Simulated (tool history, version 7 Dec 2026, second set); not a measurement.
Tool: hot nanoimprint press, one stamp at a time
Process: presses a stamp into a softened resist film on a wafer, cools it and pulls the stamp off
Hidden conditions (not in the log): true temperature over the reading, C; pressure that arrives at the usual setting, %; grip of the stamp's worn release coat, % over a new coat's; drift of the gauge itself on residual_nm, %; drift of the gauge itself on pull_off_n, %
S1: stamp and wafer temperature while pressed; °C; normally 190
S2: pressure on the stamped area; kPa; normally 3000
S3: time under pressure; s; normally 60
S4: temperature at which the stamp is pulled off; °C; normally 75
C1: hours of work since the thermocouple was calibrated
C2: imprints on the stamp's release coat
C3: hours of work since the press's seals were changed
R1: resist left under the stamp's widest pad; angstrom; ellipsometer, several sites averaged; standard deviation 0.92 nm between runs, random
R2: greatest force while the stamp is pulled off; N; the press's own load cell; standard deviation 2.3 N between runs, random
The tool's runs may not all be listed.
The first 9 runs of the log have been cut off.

run 10 hour=314.9 | S1=190 S2=3000 S3=60 S4=75 | C1=296 C2=1279 C3=352 | R1=2124 R2=103
-- hour=343.8 stamp cleaned and given a new release coat
run 11 hour=371.7 | S1=190 S2=3000 S3=60 S4=75 | C1=325 C2=82 C3=381 | R1=2137 R2=102
run 12 hour=400.2 | S1=190 S2=3000 S3=60 S4=69 | C1=342 C2=166 C3=398 | R1=2128 R2=119
run 13 hour=444.1 | S1=190 S2=3000 S3=60 S4=69 | C1=367 C2=294 C3=423 | R1=2112 R2=118
-- hour=463.5 plate thermocouple calibrated
run 14 hour=477.6 | S1=190 S2=3000 S3=60 S4=69 | C1=8 C2=383 C3=440 | R1=2120 R2=111
run 15 hour=522.7 | S1=190 S2=3000 S3=60 S4=75 | C1=34 C2=515 C3=466 | R1=2109 R2=103
run 16 hour=546.5 | S1=189 S2=3040 S3=38 S4=64 | C1=48 C2=585 C3=480 | R1=2501 R2=129
run 17 hour=571.3 | S1=189 S2=3040 S3=38 S4=64 | C1=62 C2=657 C3=494 | R1=2489 R2=126
run 18 hour=601.8 | S1=189 S2=3040 S3=38 S4=64 | C1=79 C2=747 C3=512 | R1=2490 R2=129
run 19 hour=653.8 | S1=189 S2=3040 S3=38 S4=64 | C1=109 C2=899 C3=541 | R1=2474 R2=125
run 20 hour=676 | S1=194 S2=4500 S3=67 S4=69 | C1=122 C2=964 C3=554 | R1=1486 R2=117
run 21 hour=701 | S1=190 S2=3000 S3=60 S4=73 | C1=136 C2=1037 C3=568 | R1=2126 R2=106
run 22 hour=732.1 | S1=190 S2=3000 S3=60 S4=73 | C1=154 C2=1128 C3=586 | R1=2110 R2=107
run 23 hour=761 | S1=190 S2=3000 S3=60 S4=73 | C1=171 C2=1213 C3=603 | R1=2113 R2=106
run 24 hour=785.9 | S1=190 S2=3000 S3=103 S4=63 | C1=185 C2=1286 C3=617 | R1=1762 R2=129
-- hour=812.6 stamp cleaned and given a new release coat
run 25 hour=822 | S1=190 S2=3000 S3=103 S4=63 | C1=202 C2=28 C3=635 | R1=1751 R2=129
run 26 hour=873 | S1=190 S2=3000 S3=92 S4=81 | C1=232 C2=177 C3=664 | R1=1838 R2=89
run 27 hour=897.9 | S1=182 S2=3000 S3=118 S4=65 | C1=246 C2=250 C3=678 | R1=2138 R2=128
run 28 hour=950.4 | S1=199 S2=2640 S3=82 S4=82 | C1=276 C2=404 C3=708 | R1=1548 R2=85

Forecast run 29:
run 29 hour=985.1 | S1=199 S2=2640 S3=82 S4=82 | C1=296 C2=505 C3=728 | R1=? R2=?

Run 29 produced R1 1552 angstrom, R2 84 N.
With the hidden condition absent and the run-to-run variation left alone, this run would have shown R1 1593 angstrom, R2 83 N.
